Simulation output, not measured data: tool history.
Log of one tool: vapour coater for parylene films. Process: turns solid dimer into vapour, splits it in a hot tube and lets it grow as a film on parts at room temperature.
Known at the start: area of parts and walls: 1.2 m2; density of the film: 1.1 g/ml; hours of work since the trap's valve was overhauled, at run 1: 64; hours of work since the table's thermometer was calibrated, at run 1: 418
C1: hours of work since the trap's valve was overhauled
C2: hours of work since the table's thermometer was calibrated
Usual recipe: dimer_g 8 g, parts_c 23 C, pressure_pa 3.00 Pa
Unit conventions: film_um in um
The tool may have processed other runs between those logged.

run 1 hour=0.0 | dimer_g=8 parts_c=23 pressure_pa=3.00 | C1=64 C2=418 | film_um=3.35
run 2 hour=23.5 | dimer_g=8 parts_c=23 pressure_pa=3.00 | C1=76 C2=430 | film_um=3.32
run 3 hour=51.6 | dimer_g=8 parts_c=23 pressure_pa=3.00 | C1=91 C2=445 | film_um=3.34
run 4 hour=88.0 | dimer_g=8 parts_c=23 pressure_pa=2.86 | C1=109 C2=463 | film_um=3.39
run 5 hour=124.8 | dimer_g=8 parts_c=23 pressure_pa=2.86 | C1=128 C2=482 | film_um=3.40
run 6 hour=141.3 | dimer_g=8 parts_c=23 pressure_pa=2.86 | C1=137 C2=491 | film_um=3.37
run 7 hour=181.4 | dimer_g=8 parts_c=23 pressure_pa=2.86 | C1=157 C2=511 | film_um=3.40
run 8 hour=204.5 | dimer_g=8 parts_c=23 pressure_pa=2.86 | C1=169 C2=523 | film_um=3.40
run 9 hour=235.8 | dimer_g=8 parts_c=23 pressure_pa=2.86 | C1=185 C2=539 | film_um=3.40
run 10 hour=266.3 | dimer_g=8 parts_c=23 pressure_pa=2.03 | C1=201 C2=555 | film_um=3.62
run 11 hour=295.8 | dimer_g=8 parts_c=23 pressure_pa=2.03 | C1=216 C2=570 | film_um=3.60
run 12 hour=313.4 | dimer_g=8 parts_c=23 pressure_pa=2.03 | C1=225 C2=579 | film_um=3.62
run 13 hour=337.4 | dimer_g=8 parts_c=23 pressure_pa=2.03 | C1=237 C2=591 | film_um=3.64
run 14 hour=363.1 | dimer_g=8 parts_c=23 pressure_pa=2.03 | C1=250 C2=604 | film_um=3.63
run 15 hour=400.0 | dimer_g=4 parts_c=23 pressure_pa=3.00 | C1=269 C2=623 | film_um=1.71
-- hour=425.9 gauge calibrated
run 16 hour=438.6 | dimer_g=4 parts_c=23 pressure_pa=7.58 | C1=289 C2=643 | film_um=1.44
-- hour=448.2 trap's valve overhauled
run 17 hour=462.3 | dimer_g=4 parts_c=31 pressure_pa=8.45 | C1=7 C2=653 | film_um=1.09
run 18 hour=500.2 | dimer_g=3 parts_c=21 pressure_pa=3.00 | C1=27 C2=672 | film_um=1.36

Run 19 has not been measured yet. What should we expect?
run 19 hour=530.3 | dimer_g=10 parts_c=23 pressure_pa=11.29 | C1=42 C2=688 | film_um=?

{"run 19": {"film_um": 3.4}}
With the hidden condition absent and the run-to-run variation left alone, this run would have shown film_um 3.38 um.
